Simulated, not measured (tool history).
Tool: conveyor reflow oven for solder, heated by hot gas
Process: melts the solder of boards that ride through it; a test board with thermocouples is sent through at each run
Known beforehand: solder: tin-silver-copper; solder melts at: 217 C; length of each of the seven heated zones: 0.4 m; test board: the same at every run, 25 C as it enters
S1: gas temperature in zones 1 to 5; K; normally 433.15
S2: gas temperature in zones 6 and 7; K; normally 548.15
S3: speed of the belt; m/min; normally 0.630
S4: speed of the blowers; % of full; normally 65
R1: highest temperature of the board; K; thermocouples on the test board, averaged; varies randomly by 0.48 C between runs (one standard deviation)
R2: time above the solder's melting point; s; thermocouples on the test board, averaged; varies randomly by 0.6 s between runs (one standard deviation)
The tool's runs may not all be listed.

run	hour	S1	S2	S3	S4	R1	R2
1	0.0	433.15	548.15	0.630	65	526.75	53.2
2	46.9	438.15	548.15	0.630	65	527.65	57.4
3	86.9	433.15	548.15	0.630	65	526.75	54.1
4	119.3	433.15	548.15	0.560	65	530.45	65.8
5	141.1	433.15	548.15	0.538	65	532.15	69.3
6	183.3	433.15	548.15	0.538	65	531.45	68.1
7	224.4	433.15	548.15	0.538	65	531.15	68.9
# hour 249.5: flux residue cleaned out of gas plates and filters
8	276.6	433.15	548.15	0.630	65	529.35	55.1
9	307.4	431.15	548.15	0.630	65	529.15	55.9
10	336.7	433.15	548.15	0.630	62	528.55	54.5
11	378.5	433.15	548.15	0.630	65	528.85	57.2
12	422.9	433.15	548.15	0.630	65	529.05	55.9
13	469.2	433.15	548.15	0.632	65	528.45	56.1
14	513.0	433.15	548.15	0.575	54	526.15	58.5
15	537.5	419.15	545.15	0.707	66	518.95	38.3
16	582.1	419.15	545.15	0.511	66	530.95	67.8
17	619.4	419.15	545.15	0.511	66	530.45	67.1
18	642.6	419.15	555.15	0.567	65	535.55	64.0
19	676.4	419.15	555.15	0.567	83	540.75	69.6
20	706.2	433.15	548.15	0.523	72	534.85	74.5
21	757.6	434.15	542.15	0.725	72	518.75	42.4
22	798.1	440.15	540.15	0.617	65	521.75	53.5
23	838.5	446.15	536.15	0.702	56	510.95	37.9
24	879.3	427.15	552.15	0.750	65	520.45	39.0
25	906.9	427.15	552.15	0.750	65	520.25	38.1

What if the next run were any one of these 3? Each begins from the tool's condition after run 25:
A	954.0	427.15	552.15	0.750	61	?	?
B	954.0	428.15	560.15	0.527	65	?	?
C	954.0	433.15	548.15	0.509	60	?	?

run	R1	R2
A	518.05	37.2
B	541.65	77.2
C	530.35	73.5
Take away the tool's hidden state, keep each run's random variation, and the runs would have read:
run	R1	R2
A	522.65	39.8
B	545.75	77.2
C	534.05	74.0

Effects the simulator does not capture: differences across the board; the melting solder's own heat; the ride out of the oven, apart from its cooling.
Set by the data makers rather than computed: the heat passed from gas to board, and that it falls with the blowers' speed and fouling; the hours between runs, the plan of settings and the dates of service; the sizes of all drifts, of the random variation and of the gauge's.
